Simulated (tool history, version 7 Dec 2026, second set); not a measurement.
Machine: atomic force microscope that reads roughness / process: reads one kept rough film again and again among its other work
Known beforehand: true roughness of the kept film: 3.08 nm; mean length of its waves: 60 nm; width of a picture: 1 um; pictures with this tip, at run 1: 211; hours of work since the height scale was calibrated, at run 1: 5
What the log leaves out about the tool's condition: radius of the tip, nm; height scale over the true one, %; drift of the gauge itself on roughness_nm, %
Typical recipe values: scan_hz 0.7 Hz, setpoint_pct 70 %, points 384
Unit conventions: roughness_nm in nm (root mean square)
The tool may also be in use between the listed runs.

run	hour	scan_hz	setpoint_pct	points	pictures with this tip	hours of work since the height scale was calibrated	roughness_nm
1	0	0.7	70	384	211	5	2.704
2	38.7	0.7	70	381	250	21	2.658
3	71.3	0.7	70	384	283	35	2.623
# hour 88.3: new tip fitted
4	100.2	0.7	70	365	11	47	2.887
5	131.3	0.7	70	365	43	60	2.813
6	153.9	0.7	70	595	66	69	2.777
7	173.7	0.7	70	595	85	78	2.788
8	199	0.7	66	464	111	89	2.775
9	235.4	3.082	70	289	147	104	2.477
10	265.2	0.716	78	384	177	116	2.654
11	295	0.716	78	384	207	129	2.631

Here are 5 independent what-if runs from the current tool condition. What would each one return?
A	315.6	0.716	83	501	228	138	?
B	315.6	0.7	56	752	228	138	?
C	315.6	0.773	70	300	228	138	?
D	315.6	1.574	80	952	228	138	?
E	315.6	0.716	72	447	228	138	?

run	roughness_nm
A	2.586
B	2.728
C	2.646
D	2.457
E	2.64
Stripped of hidden state, with their random variation kept, the same runs would have yielded:
run	roughness_nm
A	2.8
B	2.954
C	2.865
D	2.661
E	2.859
